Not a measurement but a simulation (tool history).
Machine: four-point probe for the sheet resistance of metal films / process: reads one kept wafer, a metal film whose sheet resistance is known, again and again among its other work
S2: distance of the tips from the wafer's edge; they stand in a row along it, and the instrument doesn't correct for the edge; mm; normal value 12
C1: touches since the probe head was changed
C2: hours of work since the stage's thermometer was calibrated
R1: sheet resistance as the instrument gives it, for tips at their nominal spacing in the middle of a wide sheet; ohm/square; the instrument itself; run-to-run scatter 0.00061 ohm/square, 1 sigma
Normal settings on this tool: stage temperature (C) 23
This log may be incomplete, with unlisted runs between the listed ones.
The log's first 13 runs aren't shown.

run 14 hour=508.2 | stage_temperature_(C)=23 S2=12 | C1=52321 C2=969 | R1=3.015402
run 15 hour=545.4 | stage_temperature_(C)=23 S2=12 | C1=53508 C2=990 | R1=3.014313
run 16 hour=591.4 | stage_temperature_(C)=23 S2=12 | C1=54977 C2=1015 | R1=3.015434
run 17 hour=613.8 | stage_temperature_(C)=23 S2=12 | C1=55694 C2=1027 | R1=3.015434
run 18 hour=657.5 | stage_temperature_(C)=23 S2=18 | C1=57088 C2=1051 | R1=3.013762
run 19 hour=704 | stage_temperature_(C)=23 S2=18 | C1=58573 C2=1077 | R1=3.013787
run 20 hour=726.8 | stage_temperature_(C)=29 S2=12 | C1=59302 C2=1089 | R1=3.009982
run 21 hour=764.4 | stage_temperature_(C)=29 S2=7 | C1=60501 C2=1110 | R1=3.015567
run 22 hour=809.4 | stage_temperature_(C)=29 S2=7 | C1=61936 C2=1135 | R1=3.015975
run 23 hour=838.6 | stage_temperature_(C)=27 S2=15 | C1=62868 C2=1151 | R1=3.010941
run 24 hour=864.6 | stage_temperature_(C)=23 S2=10 | C1=63701 C2=1165 | R1=3.017552
run 25 hour=910.3 | stage_temperature_(C)=22 S2=14 | C1=65160 C2=1190 | R1=3.017516
run 26 hour=934.1 | stage_temperature_(C)=21 S2=63 | C1=65918 C2=1203 | R1=3.01627
run 27 hour=976.4 | stage_temperature_(C)=29 S2=65 | C1=67270 C2=1226 | R1=3.007886
run 28 hour=1011.5 | stage_temperature_(C)=24 S2=12 | C1=68388 C2=1245 | R1=3.016197
run 29 hour=1059.2 | stage_temperature_(C)=29 S2=74 | C1=69913 C2=1272 | R1=3.007507
run 30 hour=1103.6 | stage_temperature_(C)=23 S2=8 | C1=71329 C2=1296 | R1=3.021512

What does the tool deliver on the next run?
run 31 hour=1153.8 | stage_temperature_(C)=30 S2=4 | C1=72931 C2=1323 | R1=?

{"run 31": {"R1": 3.03243}}
Minus the tool's unlogged condition, the same run would have read R1 3.041131 ohm/square.
